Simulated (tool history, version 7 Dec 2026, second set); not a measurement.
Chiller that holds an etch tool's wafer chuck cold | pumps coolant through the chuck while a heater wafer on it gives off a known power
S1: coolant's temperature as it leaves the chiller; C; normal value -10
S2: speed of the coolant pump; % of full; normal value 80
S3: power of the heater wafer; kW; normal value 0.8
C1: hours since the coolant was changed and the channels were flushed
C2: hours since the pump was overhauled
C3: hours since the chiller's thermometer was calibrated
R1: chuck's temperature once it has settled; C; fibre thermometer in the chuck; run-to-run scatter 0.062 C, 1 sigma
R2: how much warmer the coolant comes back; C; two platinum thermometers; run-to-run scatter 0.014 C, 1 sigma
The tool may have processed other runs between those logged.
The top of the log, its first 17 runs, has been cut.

| run | hour | S1 | S2 | S3 | C1 | C2 | C3 | R1 | R2 |
|---|---|---|---|---|---|---|---|---|---|
| 18 | 705 | -14 | 69 | 0.8 | 917 | 2417 | 1897 | -7.71 | 3.37 |
| 19 | 752 | -14 | 92 | 0.8 | 964 | 2464 | 1944 | -9.3 | 2.45 |
| 20 | 803 | -14 | 92 | 0.8 | 1015 | 2515 | 1995 | -9.35 | 2.43 |
| 21 | 860.1 | -14 | 92 | 0.8 | 1072 | 2572 | 2052 | -9.5 | 2.42 |
| 22 | 907.7 | -10 | 90 | 0.906 | 1120 | 2619 | 2100 | -4.59 | 2.83 |
| 23 | 934.5 | -9 | 89 | 0.593 | 1147 | 2646 | 2126 | -5.68 | 1.87 |
|  | 960.5 | gauge calibrated |
| 24 | 992.4 | -9 | 89 | 0.593 | 1205 | 2704 | 2184 | -5.29 | 1.84 |
| 25 | 1038.5 | -9 | 89 | 0.593 | 1251 | 2750 | 2230 | -5.34 | 1.89 |
| 26 | 1063.9 | -9 | 89 | 0.593 | 1276 | 2776 | 2256 | -5.4 | 1.88 |
| 27 | 1113.4 | -9 | 89 | 0.593 | 1326 | 2825 | 2305 | -5.42 | 1.86 |
| 28 | 1142.1 | -10 | 71 | 0.8 | 1355 | 2854 | 2334 | -3.88 | 3.25 |
| 29 | 1188.5 | -10 | 71 | 0.8 | 1401 | 2900 | 2380 | -3.9 | 3.26 |
| 30 | 1246.5 | -12 | 91 | 0.8 | 1459 | 2958 | 2438 | -7.36 | 2.43 |
| 31 | 1273.7 | -12 | 91 | 0.8 | 1486 | 2985 | 2466 | -7.26 | 2.45 |

Each row is a separate what-if for the run after 31, all from the same tool condition, not one after another. Results?
| A | 1309 | -12 | 91 | 0.452 | 1521 | 3021 | 2501 | ? | ? |
| B | 1309 | -12 | 73 | 0.8 | 1521 | 3021 | 2501 | ? | ? |
| C | 1309 | -4 | 98 | 0.429 | 1521 | 3021 | 2501 | ? | ? |
| D | 1309 | -12 | 95 | 0.478 | 1521 | 3021 | 2501 | ? | ? |
| E | 1309 | -15 | 84 | 0.737 | 1521 | 3021 | 2501 | ? | ? |

| run | R1 | R2 |
|---|---|---|
| A | -9.44 | 1.39 |
| B | -6.11 | 3.15 |
| C | -1.92 | 1.21 |
| D | -9.38 | 1.4 |
| E | -10.37 | 2.48 |
Stripped of hidden state, with their random variation kept, the same runs would have yielded:
| run | R1 | R2 |
|---|---|---|
| A | -9.13 | 1.39 |
| B | -5.81 | 3.15 |
| C | -1.62 | 1.21 |
| D | -9.08 | 1.4 |
| E | -10.06 | 2.48 |

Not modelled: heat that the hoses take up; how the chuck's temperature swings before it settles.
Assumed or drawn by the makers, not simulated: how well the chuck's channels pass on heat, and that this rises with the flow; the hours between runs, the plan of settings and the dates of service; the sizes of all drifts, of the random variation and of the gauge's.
